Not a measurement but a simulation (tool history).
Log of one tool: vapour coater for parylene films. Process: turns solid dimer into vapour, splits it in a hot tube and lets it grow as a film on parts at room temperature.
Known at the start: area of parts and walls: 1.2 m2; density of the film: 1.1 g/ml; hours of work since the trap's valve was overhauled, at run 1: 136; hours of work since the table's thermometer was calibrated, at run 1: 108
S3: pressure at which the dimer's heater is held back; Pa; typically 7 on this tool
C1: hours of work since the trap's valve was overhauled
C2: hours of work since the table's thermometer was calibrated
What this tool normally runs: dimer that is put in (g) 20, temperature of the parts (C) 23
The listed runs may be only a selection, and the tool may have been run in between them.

Run 1, day 0: usual settings; C1 136; C2 108. Result: thickness of the film (um) 10.98.
Run 2, day 0.621: usual settings; C1 143; C2 115. Result: thickness of the film (um) 10.85.
Run 3, day 1.383: usual settings; C1 151; C2 123. Result: thickness of the film (um) 11.09.
Run 4, day 1.812: usual settings; C1 156; C2 127. Result: thickness of the film (um) 10.98.
Run 5, day 2.446: usual settings; C1 162; C2 134. Result: thickness of the film (um) 11.01.
Run 6, day 3.121: usual settings; C1 169; C2 141. Result: thickness of the film (um) 10.98.
Run 7, day 4: usual settings; C1 179; C2 150. Result: thickness of the film (um) 10.96.
Run 8, day 4.788: usual settings but S3 6.09 Pa; C1 187; C2 159. Result: thickness of the film (um) 11.4.
Run 9, day 5.617: usual settings but S3 6.09 Pa; C1 196; C2 167. Result: thickness of the film (um) 11.11.
Run 10, day 6.392: usual settings but S3 6.09 Pa; C1 204; C2 176. Result: thickness of the film (um) 11.13.
Run 11, day 7.321: usual settings but temperature of the parts (C) 31; C1 214; C2 185. Result: thickness of the film (um) 8.2.
Run 12, day 8: usual settings but temperature of the parts (C) 28; C1 221; C2 193. Result: thickness of the film (um) 9.24.
Run 13, day 8.454: usual settings; C1 226; C2 197. Result: thickness of the film (um) 10.97.
Run 14, day 9.008: usual settings; C1 231; C2 203. Result: thickness of the film (um) 11.02.
Run 15, day 9.442: usual settings; C1 236; C2 208. Result: thickness of the film (um) 11.03.
Run 16, day 10.338: usual settings; C1 245; C2 217. Result: thickness of the film (um) 10.9.
Run 17, day 11.121: usual settings; C1 254; C2 225. Result: thickness of the film (um) 10.91.
Run 18, day 11.846: usual settings; C1 261; C2 233. Result: thickness of the film (um) 11.07.
Run 19, day 12.312: usual settings; C1 266; C2 238. Result: thickness of the film (um) 11.08.
Run 20, day 12.933: usual settings; C1 273; C2 245. Result: thickness of the film (um) 10.86.
Run 21, day 13.717: usual settings but dimer that is put in (g) 14; C1 281; C2 253. Result: thickness of the film (um) 7.73.
Run 22, day 14.4: usual settings; C1 288; C2 260. Result: thickness of the film (um) 10.77.
Run 23, day 15.15: usual settings; C1 296; C2 268. Result: thickness of the film (um) 11.05.
Run 24, day 15.6: usual settings but dimer that is put in (g) 29, temperature of the parts (C) 15, S3 10.41 Pa; C1 301; C2 273. Result: thickness of the film (um) 20.57.
Run 25, day 16.004: usual settings but dimer that is put in (g) 29, temperature of the parts (C) 15, S3 10.41 Pa; C1 305; C2 277. Result: thickness of the film (um) 20.47.
Run 26, day 16.633: usual settings but S3 6.44 Pa; C1 312; C2 284. Result: thickness of the film (um) 11.09.
Run 27, day 17.121: usual settings but temperature of the parts (C) 26, S3 2.99 Pa; C1 317; C2 289. Result: thickness of the film (um) 10.77.
Run 28, day 17.533: usual settings but S3 2.64 Pa; C1 321; C2 293. Result: thickness of the film (um) 12.17.
Run 29, day 18.012: usual settings but S3 3.85 Pa; C1 326; C2 298. Result: thickness of the film (um) 11.67.
Run 30, day 18.688: usual settings but S3 3.85 Pa; C1 334; C2 305. Result: thickness of the film (um) 11.7.
Run 31, day 19.562: usual settings but dimer that is put in (g) 9, S3 6.86 Pa; C1 343; C2 314. Result: thickness of the film (um) 5.03.
Run 32, day 20.508: usual settings but dimer that is put in (g) 9, temperature of the parts (C) 31, S3 2.29 Pa; C1 353; C2 324. Result: thickness of the film (um) 4.24.
At day 21.467: trap's valve overhauled.
Run 33, day 21.604: usual settings but dimer that is put in (g) 19, temperature of the parts (C) 20, S3 2.7 Pa; C1 1; C2 334. Result: thickness of the film (um) 13.07.
Run 34, day 22.246: usual settings but dimer that is put in (g) 19, temperature of the parts (C) 20, S3 2.7 Pa; C1 8; C2 341. Result: thickness of the film (um) 12.8.
Run 35, day 23.071: usual settings but dimer that is put in (g) 27, temperature of the parts (C) 16, S3 7.81 Pa; C1 17; C2 350. Result: thickness of the film (um) 18.75.
Run 36, day 23.942: usual settings but dimer that is put in (g) 27, temperature of the parts (C) 15, S3 3 Pa; C1 26; C2 359. Result: thickness of the film (um) 19.93.
Run 37, day 24.808: usual settings but dimer that is put in (g) 15, S3 9.96 Pa; C1 35; C2 368. Result: thickness of the film (um) 7.97.
Run 38, day 25.429: usual settings but dimer that is put in (g) 12, temperature of the parts (C) 19, S3 8.19 Pa; C1 42; C2 375. Result: thickness of the film (um) 7.56.
Run 39, day 25.829: usual settings but dimer that is put in (g) 30, temperature of the parts (C) 32, S3 9.02 Pa; C1 46; C2 379. Result: thickness of the film (um) 11.49.
Run 40, day 26.667: usual settings but dimer that is put in (g) 30, temperature of the parts (C) 32, S3 9.02 Pa; C1 55; C2 388. Result: thickness of the film (um) 11.64.
Run 41, day 27.154: usual settings but dimer that is put in (g) 30, temperature of the parts (C) 32, S3 9.02 Pa; C1 60; C2 393. Result: thickness of the film (um) 11.57.
Run 42, day 27.658: usual settings but dimer that is put in (g) 12, temperature of the parts (C) 21, S3 7.19 Pa; C1 65; C2 398. Result: thickness of the film (um) 7.13.
Run 43, day 28.267: usual settings but dimer that is put in (g) 36, S3 3.23 Pa; C1 72; C2 405. Result: thickness of the film (um) 21.42.
Run 44, day 28.771: usual settings but dimer that is put in (g) 36, temperature of the parts (C) 25, S3 7.5 Pa; C1 77; C2 410. Result: thickness of the film (um) 18.23.
Run 45, day 29.55: usual settings but dimer that is put in (g) 36, temperature of the parts (C) 25, S3 7.5 Pa; C1 85; C2 418. Result: thickness of the film (um) 18.4.
Run 46, day 30.333: usual settings but dimer that is put in (g) 11, temperature of the parts (C) 17, S3 5.57 Pa; C1 94; C2 426. Result: thickness of the film (um) 7.72.

Each row is a separate what-if for the run after 46, all from the same tool condition, not one after another. Results?
Run A, day 31.092: usual settings but dimer that is put in (g) 12, temperature of the parts (C) 16, S3 5.14 Pa; C1 102; C2 434. Result: thickness of the film (um) ?.
Run B, day 31.092: usual settings but S3 2.68 Pa; C1 102; C2 434. Result: thickness of the film (um) ?.
Run C, day 31.092: usual settings but dimer that is put in (g) 10, temperature of the parts (C) 18; C1 102; C2 434. Result: thickness of the film (um) ?.
Run D, day 31.092: usual settings but dimer that is put in (g) 11, temperature of the parts (C) 17, S3 3.44 Pa; C1 102; C2 434. Result: thickness of the film (um) ?.

run  thickness of the film (um)
  A                        8.84
  B                       12.31
  C                        6.62
  D                        8.15
With the hidden condition removed and each run's random variation left untouched, the same runs would have given:
run  thickness of the film (um)
  A                        8.86
  B                       12.33
  C                        6.63
  D                        8.16

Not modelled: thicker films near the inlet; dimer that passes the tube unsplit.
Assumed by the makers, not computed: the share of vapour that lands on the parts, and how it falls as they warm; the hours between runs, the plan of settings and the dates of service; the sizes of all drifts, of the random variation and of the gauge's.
